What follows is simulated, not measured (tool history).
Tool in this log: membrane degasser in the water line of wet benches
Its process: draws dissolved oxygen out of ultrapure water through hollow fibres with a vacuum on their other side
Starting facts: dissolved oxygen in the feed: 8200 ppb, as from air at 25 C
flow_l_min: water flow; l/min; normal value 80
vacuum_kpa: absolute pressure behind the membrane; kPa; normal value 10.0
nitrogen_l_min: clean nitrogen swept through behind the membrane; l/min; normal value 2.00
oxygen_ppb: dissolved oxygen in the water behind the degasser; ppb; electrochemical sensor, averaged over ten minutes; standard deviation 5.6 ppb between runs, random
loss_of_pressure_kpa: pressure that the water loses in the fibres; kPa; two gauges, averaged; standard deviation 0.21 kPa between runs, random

run 1 hour=0.0 | flow_l_min=80 vacuum_kpa=10.0 nitrogen_l_min=2.00 | oxygen_ppb=569.1 loss_of_pressure_kpa=51.41
run 2 hour=64.3 | flow_l_min=80 vacuum_kpa=10.0 nitrogen_l_min=2.00 | oxygen_ppb=572.3 loss_of_pressure_kpa=51.00
run 3 hour=147.1 | flow_l_min=80 vacuum_kpa=10.0 nitrogen_l_min=2.00 | oxygen_ppb=565.1 loss_of_pressure_kpa=50.94
run 4 hour=206.6 | flow_l_min=80 vacuum_kpa=10.0 nitrogen_l_min=2.00 | oxygen_ppb=579.0 loss_of_pressure_kpa=51.05
run 5 hour=311.2 | flow_l_min=80 vacuum_kpa=10.0 nitrogen_l_min=2.00 | oxygen_ppb=566.3 loss_of_pressure_kpa=50.94
run 6 hour=363.1 | flow_l_min=80 vacuum_kpa=10.0 nitrogen_l_min=2.00 | oxygen_ppb=584.7 loss_of_pressure_kpa=51.14
run 7 hour=486.8 | flow_l_min=80 vacuum_kpa=10.0 nitrogen_l_min=2.00 | oxygen_ppb=577.4 loss_of_pressure_kpa=51.22
run 8 hour=605.9 | flow_l_min=80 vacuum_kpa=10.0 nitrogen_l_min=2.00 | oxygen_ppb=561.4 loss_of_pressure_kpa=51.04
run 9 hour=732.2 | flow_l_min=67 vacuum_kpa=10.0 nitrogen_l_min=2.00 | oxygen_ppb=483.0 loss_of_pressure_kpa=42.90
run 10 hour=828.0 | flow_l_min=67 vacuum_kpa=10.0 nitrogen_l_min=2.00 | oxygen_ppb=487.9 loss_of_pressure_kpa=42.65
run 11 hour=896.8 | flow_l_min=67 vacuum_kpa=10.0 nitrogen_l_min=2.09 | oxygen_ppb=469.9 loss_of_pressure_kpa=43.06
run 12 hour=973.0 | flow_l_min=93 vacuum_kpa=10.0 nitrogen_l_min=1.66 | oxygen_ppb=733.1 loss_of_pressure_kpa=59.64
run 13 hour=1084.1 | flow_l_min=59 vacuum_kpa=6.1 nitrogen_l_min=1.07 | oxygen_ppb=313.1 loss_of_pressure_kpa=37.67
run 14 hour=1189.1 | flow_l_min=80 vacuum_kpa=6.5 nitrogen_l_min=1.31 | oxygen_ppb=411.3 loss_of_pressure_kpa=51.16
run 15 hour=1304.8 | flow_l_min=79 vacuum_kpa=17.0 nitrogen_l_min=1.54 | oxygen_ppb=1222.6 loss_of_pressure_kpa=50.49
run 16 hour=1397.0 | flow_l_min=79 vacuum_kpa=20.1 nitrogen_l_min=1.54 | oxygen_ppb=1463.5 loss_of_pressure_kpa=50.66
run 17 hour=1453.9 | flow_l_min=58 vacuum_kpa=6.2 nitrogen_l_min=1.35 | oxygen_ppb=279.1 loss_of_pressure_kpa=36.92
run 18 hour=1537.5 | flow_l_min=55 vacuum_kpa=10.0 nitrogen_l_min=1.30 | oxygen_ppb=564.1 loss_of_pressure_kpa=35.06

Each row is a separate what-if for the run after 18, all from the same tool condition, not one after another. Results?
run A hour=1592.7 | flow_l_min=83 vacuum_kpa=10.0 nitrogen_l_min=1.30 | oxygen_ppb=? loss_of_pressure_kpa=?
run B hour=1592.7 | flow_l_min=67 vacuum_kpa=10.0 nitrogen_l_min=2.79 | oxygen_ppb=? loss_of_pressure_kpa=?
run C hour=1592.7 | flow_l_min=77 vacuum_kpa=6.4 nitrogen_l_min=1.03 | oxygen_ppb=? loss_of_pressure_kpa=?
run D hour=1592.7 | flow_l_min=124 vacuum_kpa=18.5 nitrogen_l_min=3.27 | oxygen_ppb=? loss_of_pressure_kpa=?
run E hour=1592.7 | flow_l_min=68 vacuum_kpa=13.9 nitrogen_l_min=0.89 | oxygen_ppb=? loss_of_pressure_kpa=?

run=A oxygen_ppb=776.8 loss_of_pressure_kpa=53.24
run=B oxygen_ppb=381.6 loss_of_pressure_kpa=42.26
run=C oxygen_ppb=453.1 loss_of_pressure_kpa=49.00
run=D oxygen_ppb=1173.3 loss_of_pressure_kpa=79.45
run=E oxygen_ppb=1270.2 loss_of_pressure_kpa=43.27
The same runs, with their run-to-run variation unchanged, on a tool lacking any hidden condition would have given:
run=A oxygen_ppb=775.9 loss_of_pressure_kpa=53.17
run=B oxygen_ppb=381.1 loss_of_pressure_kpa=42.21
run=C oxygen_ppb=452.1 loss_of_pressure_kpa=48.93
run=D oxygen_ppb=1172.4 loss_of_pressure_kpa=79.34
run=E oxygen_ppb=1269.4 loss_of_pressure_kpa=43.22
